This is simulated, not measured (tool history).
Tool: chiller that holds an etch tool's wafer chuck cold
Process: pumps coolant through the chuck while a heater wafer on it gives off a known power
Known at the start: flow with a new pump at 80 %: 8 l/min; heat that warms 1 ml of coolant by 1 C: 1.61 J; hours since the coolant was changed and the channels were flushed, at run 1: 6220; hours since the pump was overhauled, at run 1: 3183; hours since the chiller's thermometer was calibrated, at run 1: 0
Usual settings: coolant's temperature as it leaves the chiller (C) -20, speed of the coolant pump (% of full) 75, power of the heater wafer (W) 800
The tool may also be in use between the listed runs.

run    hour  coolant's temperature as it leaves the chiller (C)  speed of the coolant pump (% of full)  power of the heater wafer (W)  hours since the coolant was changed and the channels were flushed  hours since the pump was overhauled  hours since the chiller's thermometer was calibrated  chuck's temperature once it has settled (C)  how much warmer the coolant comes back (C)
  1     0.0                                                 -20                                     75                            800                                                               6220                                 3183                                                     0                                        -13.1                                        3.94
  2   103.1                                                 -20                                     75                            416                                                               6323                                 3286                                                   103                                        -16.3                                        2.05
  3   218.5                                                 -20                                     65                            800                                                               6439                                 3401                                                   219                                        -12.3                                        4.59
  4   321.1                                                 -20                                     65                            800                                                               6541                                 3504                                                   321                                        -12.1                                        4.71
  5   481.5                                                 -20                                     65                            800                                                               6702                                 3665                                                   482                                        -12.3                                        4.66
  6   592.2                                                 -20                                     75                            800                                                               6812                                 3775                                                   592                                        -13.0                                        4.06
  7   738.5                                                 -20                                    100                            800                                                               6959                                 3921                                                   738                                        -14.3                                        2.90
  8   851.3                                                 -20                                     75                            800                                                               7071                                 4034                                                   851                                        -13.1                                        4.05
  9   928.1                                                 -20                                     89                            666                                                               7148                                 4111                                                   928                                        -14.8                                        2.77
 10  1059.0                                                 -20                                     89                            666                                                               7279                                 4242                                                  1059                                        -15.0                                        2.79
 11  1216.0                                                 -20                                     70                            563                                                               7436                                 4399                                                  1216                                        -14.8                                        3.04
 12  1378.0                                                 -20                                     71                            700                                                               7598                                 4561                                                  1378                                        -13.6                                        3.69
 13  1461.0                                                 -26                                     88                            974                                                               7681                                 4644                                                  1461                                        -18.4                                        4.09

Run 14 comes next. What will it give?
 14  1574.8                                                 -24                                     95                            974                                                               7795                                 4758                                                  1575                                            ?                                           ?

{"run 14": {"chuck's temperature once it has settled (C)": -16.8, "how much warmer the coolant comes back (C)": 3.81}}
Without the tool's hidden state the same run would have given chuck's temperature once it has settled (C) -16.8, how much warmer the coolant comes back (C) 3.81.
